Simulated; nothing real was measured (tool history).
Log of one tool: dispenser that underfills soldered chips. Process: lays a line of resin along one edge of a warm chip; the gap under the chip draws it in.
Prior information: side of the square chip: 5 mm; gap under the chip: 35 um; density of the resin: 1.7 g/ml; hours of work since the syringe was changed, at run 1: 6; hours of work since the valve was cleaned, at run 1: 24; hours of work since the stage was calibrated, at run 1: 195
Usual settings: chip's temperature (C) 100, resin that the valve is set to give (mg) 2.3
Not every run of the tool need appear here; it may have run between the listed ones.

run	hour	chip's temperature (C)	resin that the valve is set to give (mg)	hours of work since the syringe was changed	hours of work since the valve was cleaned	hours of work since the stage was calibrated	time until the resin shows at the far edge (s)	resin that the valve gave (mg)
1	0	100	2.3	6	24	195	21.9	2.27
# hour 2.3: new syringe of resin
2	9.5	100	2.3	5	31	202	21.3	2.27
# hour 13.7: new syringe of resin
3	18.7	100	2.3	4	37	208	18.9	2.24
# hour 24.9: new syringe of resin
4	26.1	100	2.27	1	43	214	16.3	2.21
# hour 36.5: new syringe of resin
5	37.7	100	2.27	1	51	222	16.5	2.2
# hour 47.4: new syringe of resin
6	53.3	100	2.3	4	63	233	19.1	2.23
# hour 58.8: new syringe of resin
7	63.4	100	2.76	3	70	241	18	2.64
# hour 68.6: dispensing valve cleaned and set on the balance
# hour 71.2: new syringe of resin
8	71.7	100	2.02	0	2	246	16.3	2.02
# hour 82.1: new syringe of resin
9	83.9	100	2.02	1	11	255	16.5	2.01
# hour 93.2: new syringe of resin
10	96.6	100	2.88	2	20	264	17.3	2.84
# hour 104.3: new syringe of resin
11	109.8	100	2.88	4	30	274	18.9	2.82
# hour 115.8: new syringe of resin
12	119.2	100	2.3	3	37	280	18.1	2.24
# hour 127.2: new syringe of resin
13	130.4	100	2.3	2	45	289	16.9	2.24
# hour 138.3: new syringe of resin
14	141.8	99	2.3	3	53	297	18.6	2.23
# hour 149.4: new syringe of resin
15	151.2	99	2.3	1	60	304	17.2	2.2
# hour 161: new syringe of resin
16	161	99	2.3	0	67	311	16	2.22
# hour 169.8: dispensing valve cleaned and set on the balance
17	169.8	99	2.3	6	0	316	21.9	2.29
# hour 173: new syringe of resin
# hour 183.9: new syringe of resin
18	183.9	109	2.3	0	10	326	9.5	2.28
# hour 195.3: new syringe of resin
19	198.1	108	2.06	2	20	337	11.8	2.04
# hour 207.5: new syringe of resin
20	212.8	112	2.79	4	31	348	10.4	2.74
# hour 218.8: new syringe of resin
# hour 229.7: new syringe of resin
21	229.7	112	2.79	0	43	360	9.1	2.75
22	238.6	100	2.31	7	50	366	21.7	2.25
# hour 241.3: new syringe of resin
23	248.8	92	2.52	6	57	374	28.3	2.45
# hour 252.8: new syringe of resin
24	263.2	92	2.52	8	68	384	32	2.41
# hour 264.8: new syringe of resin
# hour 271.3: dispensing valve cleaned and set on the balance
25	273.5	92	2.52	6	2	391	28.2	2.51
# hour 277.4: new syringe of resin
26	282.6	92	2.52	4	8	397	27.5	2.5
# hour 289.1: new syringe of resin
27	290.4	98	2.76	1	14	403	16.7	2.72
# hour 300.9: new syringe of resin
28	307.6	98	2.29	5	26	416	20	2.25
# hour 312.8: new syringe of resin
29	319.1	98	2.29	5	35	424	21.1	2.25
# hour 324: new syringe of resin
30	330.3	98	2.68	5	43	432	20.2	2.61
# hour 334.8: new syringe of resin
31	344.3	105	2.06	7	53	442	17.7	2
# hour 345.7: new syringe of resin
# hour 356.5: new syringe of resin
32	358.2	105	2.06	1	63	452	12.9	1.99
# hour 368.7: new syringe of resin
# hour 373.5: dispensing valve cleaned and set on the balance
33	376.6	105	2.79	5	2	465	14.6	2.79
# hour 380.8: new syringe of resin
34	390.2	105	2.79	7	12	475	17.2	2.76

Take each entry between the runs: how does the hidden state at the last listed run before it differ from the hidden state at the first listed run after it?
From run 1 to run 2: new syringe of resin (hour 2.3)
  resin's viscosity, % of fresh resin's: 141.9 -> 133.9; dose that the valve gives, % of what is set: 98.62 -> 98.25; true chip temperature over the reading, C: 0.75 -> 0.79
  measured value less the no-hidden-state value, time until the resin shows at the far edge (s): +6 -> +4.7; resin that the valve gave (mg): -0.03 -> -0.04
From run 2 to run 3: new syringe of resin (hour 13.7)
  resin's viscosity, % of fresh resin's: 133.9 -> 122; dose that the valve gives, % of what is set: 98.25 -> 97.89; true chip temperature over the reading, C: 0.79 -> 0.83
  measured value less the no-hidden-state value, time until the resin shows at the far edge (s): +4.7 -> +2.9; resin that the valve gave (mg): -0.04 -> -0.05
From run 3 to run 4: new syringe of resin (hour 24.9)
  resin's viscosity, % of fresh resin's: 122 -> 105.4; dose that the valve gives, % of what is set: 97.89 -> 97.63; true chip temperature over the reading, C: 0.83 -> 0.86
  measured value less the no-hidden-state value, time until the resin shows at the far edge (s): +2.9 -> +0.3; resin that the valve gave (mg): -0.05 -> -0.05
From run 4 to run 5: new syringe of resin (hour 36.5)
  resin's viscosity, % of fresh resin's: 105.4 -> 103.6; dose that the valve gives, % of what is set: 97.63 -> 97.21; true chip temperature over the reading, C: 0.86 -> 0.91
  measured value less the no-hidden-state value, time until the resin shows at the far edge (s): +0.3 -> -0.1; resin that the valve gave (mg): -0.05 -> -0.06
From run 5 to run 6: new syringe of resin (hour 47.4)
  resin's viscosity, % of fresh resin's: 103.6 -> 124.8; dose that the valve gives, % of what is set: 97.21 -> 96.54; true chip temperature over the reading, C: 0.91 -> 0.97
  measured value less the no-hidden-state value, time until the resin shows at the far edge (s): -0.1 -> +3.2; resin that the valve gave (mg): -0.06 -> -0.08
From run 6 to run 7: new syringe of resin (hour 58.8)
  resin's viscosity, % of fresh resin's: 124.8 -> 120.6; dose that the valve gives, % of what is set: 96.54 -> 96.09; true chip temperature over the reading, C: 0.97 -> 1.02
  measured value less the no-hidden-state value, time until the resin shows at the far edge (s): +3.2 -> +2.4; resin that the valve gave (mg): -0.08 -> -0.11
From run 7 to run 8: dispensing valve cleaned and set on the balance (hour 68.6); new syringe of resin (hour 71.2)
  resin's viscosity, % of fresh resin's: 120.6 -> 102.2; dose that the valve gives, % of what is set: 96.09 -> 99.85; true chip temperature over the reading, C: 1.02 -> 1.05
  measured value less the no-hidden-state value, time until the resin shows at the far edge (s): +2.4 -> -0.4; resin that the valve gave (mg): -0.11 -> -0.01
From run 8 to run 9: new syringe of resin (hour 82.1)
  resin's viscosity, % of fresh resin's: 102.2 -> 108.4; dose that the valve gives, % of what is set: 99.85 -> 99.36; true chip temperature over the reading, C: 1.05 -> 1.1
  measured value less the no-hidden-state value, time until the resin shows at the far edge (s): -0.4 -> +0.5; resin that the valve gave (mg): -0.01 -> -0.01
From run 9 to run 10: new syringe of resin (hour 93.2)
  resin's viscosity, % of fresh resin's: 108.4 -> 115; dose that the valve gives, % of what is set: 99.36 -> 98.85; true chip temperature over the reading, C: 1.1 -> 1.15
  measured value less the no-hidden-state value, time until the resin shows at the far edge (s): +0.5 -> +1.4; resin that the valve gave (mg): -0.01 -> -0.03
From run 10 to run 11: new syringe of resin (hour 104.3)
  resin's viscosity, % of fresh resin's: 115 -> 125.1; dose that the valve gives, % of what is set: 98.85 -> 98.34; true chip temperature over the reading, C: 1.15 -> 1.2
  measured value less the no-hidden-state value, time until the resin shows at the far edge (s): +1.4 -> +2.9; resin that the valve gave (mg): -0.03 -> -0.05
From run 11 to run 12: new syringe of resin (hour 115.8)
  resin's viscosity, % of fresh resin's: 125.1 -> 116.7; dose that the valve gives, % of what is set: 98.34 -> 98; true chip temperature over the reading, C: 1.2 -> 1.24
  measured value less the no-hidden-state value, time until the resin shows at the far edge (s): +2.9 -> +1.7; resin that the valve gave (mg): -0.05 -> -0.05
From run 12 to run 13: new syringe of resin (hour 127.2)
  resin's viscosity, % of fresh resin's: 116.7 -> 114.7; dose that the valve gives, % of what is set: 98 -> 97.55; true chip temperature over the reading, C: 1.24 -> 1.29
  measured value less the no-hidden-state value, time until the resin shows at the far edge (s): +1.7 -> +1.4; resin that the valve gave (mg): -0.05 -> -0.06
From run 13 to run 14: new syringe of resin (hour 138.3)
  resin's viscosity, % of fresh resin's: 114.7 -> 114.8; dose that the valve gives, % of what is set: 97.55 -> 97.15; true chip temperature over the reading, C: 1.29 -> 1.34
  measured value less the no-hidden-state value, time until the resin shows at the far edge (s): +1.4 -> +1.4; resin that the valve gave (mg): -0.06 -> -0.06
From run 14 to run 15: new syringe of resin (hour 149.4)
  resin's viscosity, % of fresh resin's: 114.8 -> 106.9; dose that the valve gives, % of what is set: 97.15 -> 96.79; true chip temperature over the reading, C: 1.34 -> 1.37
  measured value less the no-hidden-state value, time until the resin shows at the far edge (s): +1.4 -> +0.1; resin that the valve gave (mg): -0.06 -> -0.07
From run 15 to run 16: new syringe of resin (hour 161)
  resin's viscosity, % of fresh resin's: 106.9 -> 100.7; dose that the valve gives, % of what is set: 96.79 -> 96.43; true chip temperature over the reading, C: 1.37 -> 1.42
  measured value less the no-hidden-state value, time until the resin shows at the far edge (s): +0.1 -> -0.8; resin that the valve gave (mg): -0.07 -> -0.08
From run 16 to run 17: dispensing valve cleaned and set on the balance (hour 169.8)
  resin's viscosity, % of fresh resin's: 100.7 -> 137.8; dose that the valve gives, % of what is set: 96.43 -> 100.03; true chip temperature over the reading, C: 1.42 -> 1.45
  measured value less the no-hidden-state value, time until the resin shows at the far edge (s): -0.8 -> +4.9; resin that the valve gave (mg): -0.08 -> +0
From run 17 to run 18: new syringe of resin (hour 173); new syringe of resin (hour 183.9)
  resin's viscosity, % of fresh resin's: 137.8 -> 98.7; dose that the valve gives, % of what is set: 100.03 -> 99.54; true chip temperature over the reading, C: 1.45 -> 1.51
  measured value less the no-hidden-state value, time until the resin shows at the far edge (s): +4.9 -> -0.8; resin that the valve gave (mg): +0 -> -0.01
From run 18 to run 19: new syringe of resin (hour 195.3)
  resin's viscosity, % of fresh resin's: 98.7 -> 110.6; dose that the valve gives, % of what is set: 99.54 -> 98.99; true chip temperature over the reading, C: 1.51 -> 1.56
  measured value less the no-hidden-state value, time until the resin shows at the far edge (s): -0.8 -> +0.4; resin that the valve gave (mg): -0.01 -> -0.02
From run 19 to run 20: new syringe of resin (hour 207.5)
  resin's viscosity, % of fresh resin's: 110.6 -> 124.7; dose that the valve gives, % of what is set: 98.99 -> 98.38; true chip temperature over the reading, C: 1.56 -> 1.62
  measured value less the no-hidden-state value, time until the resin shows at the far edge (s): +0.4 -> +1.5; resin that the valve gave (mg): -0.02 -> -0.04
From run 20 to run 21: new syringe of resin (hour 218.8); new syringe of resin (hour 229.7)
  resin's viscosity, % of fresh resin's: 124.7 -> 99.9; dose that the valve gives, % of what is set: 98.38 -> 97.68; true chip temperature over the reading, C: 1.62 -> 1.69
  measured value less the no-hidden-state value, time until the resin shows at the far edge (s): +1.5 -> -0.6; resin that the valve gave (mg): -0.04 -> -0.06
From run 22 to run 23: new syringe of resin (hour 241.3)
  resin's viscosity, % of fresh resin's: 142.8 -> 134.2; dose that the valve gives, % of what is set: 97.28 -> 96.84; true chip temperature over the reading, C: 1.73 -> 1.77
  measured value less the no-hidden-state value, time until the resin shows at the far edge (s): +5.3 -> +5.4; resin that the valve gave (mg): -0.06 -> -0.08
From run 23 to run 24: new syringe of resin (hour 252.8)
  resin's viscosity, % of fresh resin's: 134.2 -> 149.2; dose that the valve gives, % of what is set: 96.84 -> 96.24; true chip temperature over the reading, C: 1.77 -> 1.83
  measured value less the no-hidden-state value, time until the resin shows at the far edge (s): +5.4 -> +8.6; resin that the valve gave (mg): -0.08 -> -0.1
From run 24 to run 25: new syringe of resin (hour 264.8); dispensing valve cleaned and set on the balance (hour 271.3)
  resin's viscosity, % of fresh resin's: 149.2 -> 135; dose that the valve gives, % of what is set: 96.24 -> 99.65; true chip temperature over the reading, C: 1.83 -> 1.87
  measured value less the no-hidden-state value, time until the resin shows at the far edge (s): +8.6 -> +5.4; resin that the valve gave (mg): -0.1 -> -0.01
From run 25 to run 26: new syringe of resin (hour 277.4)
  resin's viscosity, % of fresh resin's: 135 -> 126.2; dose that the valve gives, % of what is set: 99.65 -> 99.28; true chip temperature over the reading, C: 1.87 -> 1.91
  measured value less the no-hidden-state value, time until the resin shows at the far edge (s): +5.4 -> +3.6; resin that the valve gave (mg): -0.01 -> -0.02
From run 26 to run 27: new syringe of resin (hour 289.1)
  resin's viscosity, % of fresh resin's: 126.2 -> 107.4; dose that the valve gives, % of what is set: 99.28 -> 98.99; true chip temperature over the reading, C: 1.91 -> 1.94
  measured value less the no-hidden-state value, time until the resin shows at the far edge (s): +3.6 -> -0.3; resin that the valve gave (mg): -0.02 -> -0.02
From run 27 to run 28: new syringe of resin (hour 300.9)
  resin's viscosity, % of fresh resin's: 107.4 -> 130.2; dose that the valve gives, % of what is set: 98.99 -> 98.28; true chip temperature over the reading, C: 1.94 -> 2.01
  measured value less the no-hidden-state value, time until the resin shows at the far edge (s): -0.3 -> +3.2; resin that the valve gave (mg): -0.02 -> -0.03
From run 28 to run 29: new syringe of resin (hour 312.8)
  resin's viscosity, % of fresh resin's: 130.2 -> 130.3; dose that the valve gives, % of what is set: 98.28 -> 97.81; true chip temperature over the reading, C: 2.01 -> 2.06
  measured value less the no-hidden-state value, time until the resin shows at the far edge (s): +3.2 -> +3.3; resin that the valve gave (mg): -0.03 -> -0.05
From run 29 to run 30: new syringe of resin (hour 324)
  resin's viscosity, % of fresh resin's: 130.3 -> 128.1; dose that the valve gives, % of what is set: 97.81 -> 97.39; true chip temperature over the reading, C: 2.06 -> 2.11
  measured value less the no-hidden-state value, time until the resin shows at the far edge (s): +3.3 -> +2.8; resin that the valve gave (mg): -0.05 -> -0.07
From run 30 to run 31: new syringe of resin (hour 334.8)
  resin's viscosity, % of fresh resin's: 128.1 -> 145.4; dose that the valve gives, % of what is set: 97.39 -> 96.87; true chip temperature over the reading, C: 2.11 -> 2.16
  measured value less the no-hidden-state value, time until the resin shows at the far edge (s): +2.8 -> +4.4; resin that the valve gave (mg): -0.07 -> -0.07
From run 31 to run 32: new syringe of resin (hour 345.7); new syringe of resin (hour 356.5)
  resin's viscosity, % of fresh resin's: 145.4 -> 107.4; dose that the valve gives, % of what is set: 96.87 -> 96.35; true chip temperature over the reading, C: 2.16 -> 2.22
  measured value less the no-hidden-state value, time until the resin shows at the far edge (s): +4.4 -> -0.2; resin that the valve gave (mg): -0.07 -> -0.07
From run 32 to run 33: new syringe of resin (hour 368.7); dispensing valve cleaned and set on the balance (hour 373.5)
  resin's viscosity, % of fresh resin's: 107.4 -> 130.9; dose that the valve gives, % of what is set: 96.35 -> 99.58; true chip temperature over the reading, C: 2.22 -> 2.3
  measured value less the no-hidden-state value, time until the resin shows at the far edge (s): -0.2 -> +2.3; resin that the valve gave (mg): -0.07 -> -0.01
From run 33 to run 34: new syringe of resin (hour 380.8)
  resin's viscosity, % of fresh resin's: 130.9 -> 146; dose that the valve gives, % of what is set: 99.58 -> 99.05; true chip temperature over the reading, C: 2.3 -> 2.35
  measured value less the no-hidden-state value, time until the resin shows at the far edge (s): +2.3 -> +4.1; resin that the valve gave (mg): -0.01 -> -0.03

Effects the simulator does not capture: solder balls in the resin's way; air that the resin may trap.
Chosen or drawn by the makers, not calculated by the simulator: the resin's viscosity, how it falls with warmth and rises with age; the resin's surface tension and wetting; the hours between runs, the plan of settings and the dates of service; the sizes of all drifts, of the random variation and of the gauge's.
